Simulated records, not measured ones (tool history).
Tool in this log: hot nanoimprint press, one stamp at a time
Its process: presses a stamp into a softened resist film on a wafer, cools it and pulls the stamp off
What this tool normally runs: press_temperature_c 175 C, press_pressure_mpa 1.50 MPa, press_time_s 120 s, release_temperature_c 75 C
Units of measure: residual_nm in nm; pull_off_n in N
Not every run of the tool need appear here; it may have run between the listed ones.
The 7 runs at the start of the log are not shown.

run	day	press_temperature_c	press_pressure_mpa	press_time_s	release_temperature_c	residual_nm	pull_off_n
8	3.962	175	1.56	120	75	279.6	125
9	4.517	175	1.56	120	75	279.6	125
10	5.200	175	1.56	120	75	279.2	128
11	5.638	175	1.50	120	72	284.0	136
12	5.971	175	1.50	120	72	283.0	139
13	6.417	175	1.50	120	61	283.9	171
14	6.958	175	1.50	120	61	283.0	170
15	7.646	175	1.50	120	61	282.2	172
16	8.333	173	0.97	120	61	350.8	175
17	8.696	175	1.50	83	75	316.8	134
18	9.338	175	1.50	83	75	317.9	134
19	10.017	181	1.50	120	72	221.4	145
20	10.708	183	2.06	120	75	178.1	135
21	11.512	178	0.91	197	62	259.3	176
22	12.158	178	0.91	197	62	256.8	178
23	12.912	167	1.35	126	67	377.0	158
# day 13.392: press's hydraulic seals changed and the load cell set to zero
24	13.738	185	1.74	148	65	155.2	167
# day 14.021: stamp cleaned and given a new release coat
25	14.575	185	1.74	148	65	156.0	154
26	15.138	185	1.74	148	65	155.5	155
27	15.562	174	0.94	148	73	318.3	129
28	16.342	174	0.94	148	73	317.9	132
29	17.112	174	0.94	148	73	317.6	135
30	17.808	174	0.94	85	73	366.6	131

Branching from run 30: 3 alternative next runs. What would each branch give?
A	18.371	175	1.50	192	75	?	?
B	18.371	175	1.98	120	75	?	?
C	18.371	172	1.50	120	75	?	?

run	residual_nm	pull_off_n
A	233.1	131
B	244.7	128
C	309.0	125
With no hidden state in the tool, these same runs would have given:
run	residual_nm	pull_off_n
A	238.1	126
B	249.2	123
C	314.5	120

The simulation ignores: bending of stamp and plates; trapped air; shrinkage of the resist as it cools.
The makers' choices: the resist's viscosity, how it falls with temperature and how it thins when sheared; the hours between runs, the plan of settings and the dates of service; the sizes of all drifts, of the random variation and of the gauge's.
